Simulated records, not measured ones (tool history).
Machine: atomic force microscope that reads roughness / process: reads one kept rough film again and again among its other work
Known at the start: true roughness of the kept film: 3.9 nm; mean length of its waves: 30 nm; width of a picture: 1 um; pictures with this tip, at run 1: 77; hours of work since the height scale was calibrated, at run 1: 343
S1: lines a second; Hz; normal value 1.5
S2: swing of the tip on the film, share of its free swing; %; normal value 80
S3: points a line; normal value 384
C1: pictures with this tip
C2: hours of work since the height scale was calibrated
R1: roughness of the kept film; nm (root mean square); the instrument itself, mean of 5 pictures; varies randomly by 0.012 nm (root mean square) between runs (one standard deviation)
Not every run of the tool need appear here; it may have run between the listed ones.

{"run": 1, "day": 0.0, "S1": 1.5, "S2": 80, "S3": 384, "C1": 77, "C2": 343, "R1": 1.938}
{"day": 0.325, "done": "new tip fitted"}
{"run": 2, "day": 2.375, "S1": 1.5, "S2": 80, "S3": 384, "C1": 63, "C2": 381, "R1": 2.068}
{"day": 3.188, "done": "new tip fitted"}
{"run": 3, "day": 4.008, "S1": 1.5, "S2": 80, "S3": 384, "C1": 24, "C2": 407, "R1": 2.412}
{"run": 4, "day": 5.812, "S1": 1.5, "S2": 80, "S3": 384, "C1": 79, "C2": 437, "R1": 1.879}
{"day": 6.054, "done": "new tip fitted"}
{"run": 5, "day": 7.675, "S1": 1.5, "S2": 80, "S3": 415, "C1": 49, "C2": 467, "R1": 2.159}
{"day": 8.946, "done": "new tip fitted"}
{"run": 6, "day": 9.258, "S1": 1.5, "S2": 80, "S3": 384, "C1": 9, "C2": 492, "R1": 2.64}
{"run": 7, "day": 10.679, "S1": 1.5, "S2": 80, "S3": 384, "C1": 52, "C2": 516, "R1": 2.103}
{"day": 11.958, "done": "new tip fitted"}
{"run": 8, "day": 12.721, "S1": 0.57, "S2": 80, "S3": 384, "C1": 23, "C2": 549, "R1": 2.722}
{"run": 9, "day": 14.65, "S1": 0.57, "S2": 80, "S3": 384, "C1": 81, "C2": 580, "R1": 2.071}
{"day": 14.858, "done": "new tip fitted"}
{"run": 10, "day": 16.517, "S1": 1.5, "S2": 80, "S3": 771, "C1": 50, "C2": 610, "R1": 2.16}
{"day": 17.779, "done": "new tip fitted"}
{"run": 11, "day": 18.383, "S1": 1.5, "S2": 80, "S3": 384, "C1": 18, "C2": 640, "R1": 2.54}
{"run": 12, "day": 19.583, "S1": 1.5, "S2": 80, "S3": 384, "C1": 54, "C2": 660, "R1": 2.062}
{"day": 20.721, "done": "new tip fitted"}
{"run": 13, "day": 21.425, "S1": 1.5, "S2": 80, "S3": 384, "C1": 22, "C2": 690, "R1": 2.505}
{"run": 14, "day": 23.129, "S1": 1.5, "S2": 80, "S3": 384, "C1": 73, "C2": 717, "R1": 1.935}
{"day": 23.654, "done": "new tip fitted"}
{"run": 15, "day": 24.629, "S1": 1.5, "S2": 80, "S3": 384, "C1": 30, "C2": 741, "R1": 2.348}
{"day": 26.425, "done": "new tip fitted"}
{"run": 16, "day": 27.304, "S1": 1.5, "S2": 80, "S3": 384, "C1": 27, "C2": 785, "R1": 2.398}
{"day": 29.258, "done": "new tip fitted"}
{"run": 17, "day": 29.717, "S1": 1.5, "S2": 80, "S3": 384, "C1": 14, "C2": 824, "R1": 2.606}
{"day": 32.1, "done": "new tip fitted"}
{"run": 18, "day": 32.15, "S1": 1.5, "S2": 75, "S3": 384, "C1": 1, "C2": 863, "R1": 2.848}
{"run": 19, "day": 33.396, "S1": 1.5, "S2": 75, "S3": 384, "C1": 39, "C2": 883, "R1": 2.361}
{"day": 34.958, "done": "new tip fitted"}
{"run": 20, "day": 35.7, "S1": 1.5, "S2": 80, "S3": 384, "C1": 22, "C2": 921, "R1": 2.514}
{"run": 21, "day": 37.033, "S1": 1.5, "S2": 80, "S3": 384, "C1": 62, "C2": 942, "R1": 2.053}
{"day": 37.321, "done": "height scale calibrated on a step standard"}
{"day": 37.833, "done": "new tip fitted"}
{"run": 22, "day": 39.046, "S1": 1.5, "S2": 80, "S3": 384, "C1": 37, "C2": 28, "R1": 2.309}
{"day": 40.771, "done": "new tip fitted"}
{"run": 23, "day": 41.75, "S1": 1.5, "S2": 80, "S3": 770, "C1": 30, "C2": 72, "R1": 2.363}
{"day": 43.708, "done": "new tip fitted"}
{"run": 24, "day": 44.112, "S1": 0.74, "S2": 68, "S3": 601, "C1": 12, "C2": 110, "R1": 2.924}
{"day": 46.575, "done": "new tip fitted"}
{"run": 25, "day": 46.975, "S1": 0.74, "S2": 68, "S3": 601, "C1": 12, "C2": 156, "R1": 2.899}
{"run": 26, "day": 48.308, "S1": 0.64, "S2": 63, "S3": 874, "C1": 52, "C2": 178, "R1": 2.43}
{"day": 49.354, "done": "height scale calibrated on a step standard, once more"}
{"day": 49.629, "done": "new tip fitted"}
{"run": 27, "day": 50.225, "S1": 3.52, "S2": 66, "S3": 316, "C1": 18, "C2": 14, "R1": 2.476}
{"run": 28, "day": 51.996, "S1": 1.5, "S2": 68, "S3": 384, "C1": 71, "C2": 43, "R1": 2.04}
{"day": 52.517, "done": "new tip fitted"}
{"run": 29, "day": 53.975, "S1": 1.49, "S2": 80, "S3": 844, "C1": 45, "C2": 75, "R1": 2.214}
{"day": 55.333, "done": "new tip fitted"}
{"run": 30, "day": 56.438, "S1": 0.97, "S2": 58, "S3": 561, "C1": 34, "C2": 115, "R1": 2.662}
{"day": 58.142, "done": "new tip fitted"}
{"run": 31, "day": 59.267, "S1": 1.5, "S2": 73, "S3": 384, "C1": 34, "C2": 160, "R1": 2.441}
{"run": 32, "day": 60.733, "S1": 0.6, "S2": 56, "S3": 384, "C1": 78, "C2": 184, "R1": 2.2}
{"day": 61.129, "done": "new tip fitted"}
{"run": 33, "day": 62.358, "S1": 0.6, "S2": 56, "S3": 384, "C1": 37, "C2": 210, "R1": 2.612}
{"day": 63.988, "done": "new tip fitted"}
{"run": 34, "day": 63.988, "S1": 0.55, "S2": 59, "S3": 384, "C1": 0, "C2": 237, "R1": 3.239}
{"run": 35, "day": 66.492, "S1": 1.15, "S2": 80, "S3": 785, "C1": 75, "C2": 277, "R1": 2.003}
{"day": 66.917, "done": "new tip fitted"}
{"run": 36, "day": 68.083, "S1": 2.02, "S2": 80, "S3": 310, "C1": 35, "C2": 303, "R1": 2.219}
{"day": 69.788, "done": "new tip fitted"}
{"run": 37, "day": 69.817, "S1": 0.65, "S2": 80, "S3": 613, "C1": 1, "C2": 331, "R1": 3.061}
{"run": 38, "day": 71.396, "S1": 1.48, "S2": 80, "S3": 307, "C1": 49, "C2": 357, "R1": 2.161}
{"day": 72.758, "done": "new tip fitted"}
{"run": 39, "day": 73.846, "S1": 0.6, "S2": 61, "S3": 595, "C1": 34, "C2": 396, "R1": 2.655}
{"run": 40, "day": 75.196, "S1": 0.6, "S2": 61, "S3": 595, "C1": 74, "C2": 418, "R1": 2.208}
{"day": 75.667, "done": "new tip fitted"}
{"run": 41, "day": 77.767, "S1": 0.6, "S2": 61, "S3": 595, "C1": 64, "C2": 460, "R1": 2.382}
{"day": 78.646, "done": "new tip fitted"}
{"run": 42, "day": 79.217, "S1": 0.59, "S2": 70, "S3": 595, "C1": 17, "C2": 483, "R1": 2.898}
{"run": 43, "day": 81.288, "S1": 0.58, "S2": 77, "S3": 997, "C1": 80, "C2": 517, "R1": 2.089}
{"day": 81.567, "done": "new tip fitted"}
{"run": 44, "day": 83.721, "S1": 1.82, "S2": 57, "S3": 384, "C1": 65, "C2": 557, "R1": 2.201}
{"day": 84.379, "done": "new tip fitted"}
{"run": 45, "day": 85.654, "S1": 0.85, "S2": 71, "S3": 402, "C1": 39, "C2": 588, "R1": 2.518}

5 options for the next run, each taken on its own from the tool as it stands now. Forecast them:
{"day": 87.312, "done": "new tip fitted"}
{"run": "A", "day": 88.054, "S1": 0.98, "S2": 87, "S3": 273, "C1": 22, "C2": 626, "R1": "?"}
{"day": 87.312, "done": "new tip fitted"}
{"run": "B", "day": 88.054, "S1": 0.87, "S2": 61, "S3": 259, "C1": 22, "C2": 626, "R1": "?"}
{"day": 87.312, "done": "new tip fitted"}
{"run": "C", "day": 88.054, "S1": 1.46, "S2": 82, "S3": 261, "C1": 22, "C2": 626, "R1": "?"}
{"day": 87.312, "done": "new tip fitted"}
{"run": "D", "day": 88.054, "S1": 0.51, "S2": 78, "S3": 835, "C1": 22, "C2": 626, "R1": "?"}
{"day": 87.312, "done": "new tip fitted"}
{"run": "E", "day": 88.054, "S1": 0.58, "S2": 80, "S3": 519, "C1": 22, "C2": 626, "R1": "?"}

run=A R1=2.493
run=B R1=2.775
run=C R1=2.42
run=D R1=2.772
run=E R1=2.736
Stripped of hidden state, with their random variation kept, the same runs would have yielded:
run=A R1=2.848
run=B R1=3.171
run=C R1=2.765
run=D R1=3.167
run=E R1=3.125

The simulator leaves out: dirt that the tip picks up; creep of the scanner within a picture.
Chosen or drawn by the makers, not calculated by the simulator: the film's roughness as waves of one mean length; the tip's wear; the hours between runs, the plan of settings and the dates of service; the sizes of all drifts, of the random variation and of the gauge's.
